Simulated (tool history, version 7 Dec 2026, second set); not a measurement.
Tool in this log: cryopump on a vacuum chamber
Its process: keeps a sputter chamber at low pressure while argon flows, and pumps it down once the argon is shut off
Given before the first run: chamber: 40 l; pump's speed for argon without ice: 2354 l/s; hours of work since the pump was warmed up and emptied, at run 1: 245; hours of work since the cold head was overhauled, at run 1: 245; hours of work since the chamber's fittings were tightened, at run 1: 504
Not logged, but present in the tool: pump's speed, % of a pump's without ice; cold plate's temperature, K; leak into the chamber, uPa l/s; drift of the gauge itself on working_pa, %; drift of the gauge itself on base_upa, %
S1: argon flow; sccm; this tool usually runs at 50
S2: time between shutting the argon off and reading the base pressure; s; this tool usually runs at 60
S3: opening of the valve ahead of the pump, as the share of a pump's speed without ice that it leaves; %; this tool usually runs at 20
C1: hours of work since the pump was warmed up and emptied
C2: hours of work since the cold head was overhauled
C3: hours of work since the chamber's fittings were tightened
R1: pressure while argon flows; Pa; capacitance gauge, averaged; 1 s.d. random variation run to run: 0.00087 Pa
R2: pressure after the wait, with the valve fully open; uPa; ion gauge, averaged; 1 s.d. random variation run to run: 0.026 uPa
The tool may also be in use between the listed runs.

run 1 hour=0 | S1=50 S2=60 S3=20 | C1=245 C2=245 C3=504 | R1=0.1868 R2=1.2
run 2 hour=12.8 | S1=50 S2=60 S3=20 | C1=255 C2=255 C3=513 | R1=0.1887 R2=1.21
run 3 hour=35.1 | S1=50 S2=60 S3=20 | C1=271 C2=271 C3=530 | R1=0.1885 R2=1.17
run 4 hour=50.1 | S1=50 S2=60 S3=20 | C1=282 C2=282 C3=541 | R1=0.1877 R2=1.2
run 5 hour=67.9 | S1=50 S2=60 S3=20 | C1=295 C2=295 C3=554 | R1=0.1885 R2=1.21
run 6 hour=90.6 | S1=50 S2=60 S3=20 | C1=312 C2=312 C3=571 | R1=0.1901 R2=1.23
run 7 hour=106.4 | S1=50 S2=163 S3=20 | C1=324 C2=324 C3=582 | R1=0.1895 R2=0.58
run 8 hour=118.3 | S1=50 S2=60 S3=20 | C1=332 C2=332 C3=591 | R1=0.1914 R2=1.22
run 9 hour=136.5 | S1=50 S2=60 S3=20 | C1=346 C2=346 C3=605 | R1=0.1906 R2=1.22
run 10 hour=162.9 | S1=50 S2=60 S3=20 | C1=365 C2=365 C3=624 | R1=0.1912 R2=1.23
run 11 hour=182.9 | S1=50 S2=60 S3=20 | C1=380 C2=380 C3=639 | R1=0.1918 R2=1.25
-- hour=193.4 pump warmed up, emptied and cooled again
run 12 hour=204.3 | S1=50 S2=60 S3=20 | C1=8 C2=392 C3=651 | R1=0.1804 R2=1.18
run 13 hour=219.2 | S1=50 S2=60 S3=20 | C1=19 C2=403 C3=662 | R1=0.1807 R2=1.2
run 14 hour=237.2 | S1=50 S2=60 S3=20 | C1=32 C2=416 C3=675 | R1=0.1804 R2=1.17
run 15 hour=261.6 | S1=89 S2=60 S3=20 | C1=50 C2=434 C3=693 | R1=0.3219 R2=1.14
run 16 hour=284.1 | S1=89 S2=60 S3=20 | C1=67 C2=451 C3=709 | R1=0.3237 R2=1.17
run 17 hour=306.6 | S1=89 S2=60 S3=20 | C1=83 C2=467 C3=726 | R1=0.3252 R2=1.19
run 18 hour=332.9 | S1=89 S2=60 S3=47 | C1=103 C2=487 C3=745 | R1=0.1422 R2=1.19
run 19 hour=355.6 | S1=42 S2=73 S3=25 | C1=119 C2=503 C3=762 | R1=0.1234 R2=1.02
run 20 hour=372.6 | S1=42 S2=73 S3=25 | C1=132 C2=516 C3=775 | R1=0.1251 R2=1.04
run 21 hour=388.1 | S1=76 S2=112 S3=51 | C1=143 C2=527 C3=786 | R1=0.1146 R2=0.75
run 22 hour=399.9 | S1=77 S2=59 S3=18 | C1=152 C2=536 C3=795 | R1=0.3151 R2=1.24
run 23 hour=417.9 | S1=40 S2=34 S3=20 | C1=165 C2=549 C3=808 | R1=0.1469 R2=1.98
run 24 hour=442.4 | S1=40 S2=34 S3=20 | C1=183 C2=567 C3=826 | R1=0.1487 R2=1.97
run 25 hour=464.9 | S1=40 S2=34 S3=24 | C1=200 C2=584 C3=843 | R1=0.1251 R2=2
run 26 hour=477.8 | S1=40 S2=34 S3=24 | C1=209 C2=593 C3=852 | R1=0.1257 R2=1.98
run 27 hour=503.5 | S1=40 S2=40 S3=25 | C1=228 C2=612 C3=871 | R1=0.1202 R2=1.74
run 28 hour=523.1 | S1=45 S2=151 S3=16 | C1=243 C2=627 C3=885 | R1=0.2092 R2=0.66
run 29 hour=536.5 | S1=45 S2=151 S3=16 | C1=253 C2=637 C3=895 | R1=0.2087 R2=0.67
run 30 hour=553.7 | S1=41 S2=151 S3=16 | C1=265 C2=649 C3=908 | R1=0.1907 R2=0.65
run 31 hour=568.7 | S1=43 S2=27 S3=20 | C1=276 C2=660 C3=919 | R1=0.1615 R2=2.44
run 32 hour=587.2 | S1=39 S2=47 S3=44 | C1=290 C2=674 C3=933 | R1=0.0713 R2=1.51
run 33 hour=611.3 | S1=39 S2=47 S3=44 | C1=308 C2=692 C3=950 | R1=0.07 R2=1.58
run 34 hour=624.3 | S1=24 S2=60 S3=18 | C1=317 C2=701 C3=960 | R1=0.1006 R2=1.28
run 35 hour=639.3 | S1=24 S2=60 S3=18 | C1=328 C2=712 C3=971 | R1=0.1022 R2=1.27

Hidden state or all else? Some run-to-run changes of R1, split into what the settings, what came in and random variation would give without the hidden state, and what is left for the hidden state (with any gauge scatter that isn't in both results):
Run 11 -> 12: pump warmed up, emptied and cooled again. R1 -0.0114 Pa: hidden state -0.0125, all else +0.0011.
Run 17 -> 18: S3 20 -> 47. R1 -0.183 Pa: hidden state +0.0011, all else -0.1841.
Run 20 -> 21: S1 42 -> 76, S2 73 -> 112, S3 25 -> 51. R1 -0.0105 Pa: hidden state +0.0034, all else -0.0139.
Run 21 -> 22: S1 76 -> 77, S2 112 -> 59, S3 51 -> 18. R1 +0.2005 Pa: hidden state +0.0005, all else +0.2.
Run 22 -> 23: S1 77 -> 40, S2 59 -> 34, S3 18 -> 20. R1 -0.1682 Pa: hidden state -0.0033, all else -0.1649.
